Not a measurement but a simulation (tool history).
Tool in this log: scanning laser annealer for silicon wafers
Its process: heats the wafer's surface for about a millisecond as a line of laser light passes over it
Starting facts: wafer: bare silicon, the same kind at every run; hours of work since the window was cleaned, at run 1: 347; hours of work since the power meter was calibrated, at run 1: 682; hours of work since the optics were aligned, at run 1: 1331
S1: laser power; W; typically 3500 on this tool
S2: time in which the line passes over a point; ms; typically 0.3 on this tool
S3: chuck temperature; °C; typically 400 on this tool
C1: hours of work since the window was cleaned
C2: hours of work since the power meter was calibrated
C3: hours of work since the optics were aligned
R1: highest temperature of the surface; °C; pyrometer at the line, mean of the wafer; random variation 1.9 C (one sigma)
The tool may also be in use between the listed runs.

{"run": 1, "day": 0.0, "S1": 3500, "S2": 0.3, "S3": 400, "C1": 347, "C2": 682, "C3": 1331, "R1": 1129}
{"run": 2, "day": 0.95, "S1": 3500, "S2": 0.3, "S3": 400, "C1": 361, "C2": 697, "C3": 1345, "R1": 1128}
{"run": 3, "day": 2.425, "S1": 3500, "S2": 0.3, "S3": 395, "C1": 383, "C2": 718, "C3": 1367, "R1": 1120}
{"run": 4, "day": 3.875, "S1": 3500, "S2": 0.3, "S3": 395, "C1": 404, "C2": 740, "C3": 1388, "R1": 1117}
{"run": 5, "day": 5.025, "S1": 3500, "S2": 0.3, "S3": 395, "C1": 421, "C2": 757, "C3": 1405, "R1": 1122}
{"run": 6, "day": 6.017, "S1": 3500, "S2": 0.3, "S3": 395, "C1": 436, "C2": 772, "C3": 1420, "R1": 1121}
{"run": 7, "day": 6.729, "S1": 3500, "S2": 0.3, "S3": 400, "C1": 447, "C2": 782, "C3": 1431, "R1": 1123}
{"run": 8, "day": 7.458, "S1": 3500, "S2": 0.3, "S3": 400, "C1": 457, "C2": 793, "C3": 1441, "R1": 1124}
{"run": 9, "day": 9.042, "S1": 3439, "S2": 0.3, "S3": 400, "C1": 481, "C2": 817, "C3": 1465, "R1": 1111}
{"run": 10, "day": 10.312, "S1": 3439, "S2": 0.3, "S3": 400, "C1": 500, "C2": 836, "C3": 1484, "R1": 1110}
{"run": 11, "day": 11.392, "S1": 3500, "S2": 0.3, "S3": 400, "C1": 516, "C2": 852, "C3": 1500, "R1": 1120}
{"run": 12, "day": 12.658, "S1": 3500, "S2": 0.3, "S3": 400, "C1": 535, "C2": 870, "C3": 1519, "R1": 1121}
{"run": 13, "day": 13.404, "S1": 3500, "S2": 0.3, "S3": 400, "C1": 546, "C2": 881, "C3": 1530, "R1": 1117}
{"day": 14.167, "done": "window over the wafer cleaned"}
{"run": 14, "day": 14.229, "S1": 3500, "S2": 0.3, "S3": 421, "C1": 1, "C2": 892, "C3": 1541, "R1": 1166}
{"run": 15, "day": 14.958, "S1": 3500, "S2": 0.3, "S3": 421, "C1": 12, "C2": 903, "C3": 1551, "R1": 1167}
{"day": 15.95, "done": "optics aligned, line set to its width"}
{"run": 16, "day": 16.021, "S1": 3500, "S2": 0.3, "S3": 421, "C1": 24, "C2": 916, "C3": 1, "R1": 1166}
{"run": 17, "day": 17.108, "S1": 3500, "S2": 0.3, "S3": 421, "C1": 41, "C2": 932, "C3": 17, "R1": 1169}
{"run": 18, "day": 18.542, "S1": 3500, "S2": 0.3, "S3": 394, "C1": 62, "C2": 953, "C3": 39, "R1": 1141}
{"run": 19, "day": 19.808, "S1": 3500, "S2": 0.299, "S3": 431, "C1": 81, "C2": 972, "C3": 57, "R1": 1174}
{"run": 20, "day": 21.079, "S1": 3757, "S2": 0.304, "S3": 369, "C1": 100, "C2": 991, "C3": 76, "R1": 1171}
{"run": 21, "day": 22.679, "S1": 3757, "S2": 0.304, "S3": 369, "C1": 123, "C2": 1015, "C3": 100, "R1": 1169}
{"run": 22, "day": 23.888, "S1": 3757, "S2": 0.304, "S3": 369, "C1": 141, "C2": 1033, "C3": 118, "R1": 1165}
{"run": 23, "day": 25.446, "S1": 3500, "S2": 0.3, "S3": 422, "C1": 164, "C2": 1056, "C3": 141, "R1": 1165}
{"run": 24, "day": 26.533, "S1": 3500, "S2": 0.3, "S3": 422, "C1": 180, "C2": 1072, "C3": 157, "R1": 1161}
{"run": 25, "day": 27.425, "S1": 3532, "S2": 0.355, "S3": 365, "C1": 194, "C2": 1085, "C3": 170, "R1": 1187}
{"run": 26, "day": 28.467, "S1": 3532, "S2": 0.355, "S3": 365, "C1": 209, "C2": 1101, "C3": 186, "R1": 1187}
{"run": 27, "day": 30.092, "S1": 3532, "S2": 0.355, "S3": 365, "C1": 233, "C2": 1125, "C3": 210, "R1": 1180}
{"run": 28, "day": 31.354, "S1": 3311, "S2": 0.366, "S3": 408, "C1": 252, "C2": 1144, "C3": 229, "R1": 1188}

Branching from run 28: 3 alternative next runs. What would each branch give?
{"run": "A", "day": 32.512, "S1": 3311, "S2": 0.257, "S3": 384, "C1": 269, "C2": 1161, "C3": 246, "R1": "?"}
{"run": "B", "day": 32.512, "S1": 3037, "S2": 0.243, "S3": 392, "C1": 269, "C2": 1161, "C3": 246, "R1": "?"}
{"run": "C", "day": 32.512, "S1": 3358, "S2": 0.366, "S3": 438, "C1": 269, "C2": 1161, "C3": 246, "R1": "?"}

run=A R1=1025
run=B R1=963
run=C R1=1230
The same runs, with their run-to-run variation unchanged, on a tool lacking any hidden condition would have given:
run=A R1=1039
run=B R1=976
run=C R1=1247
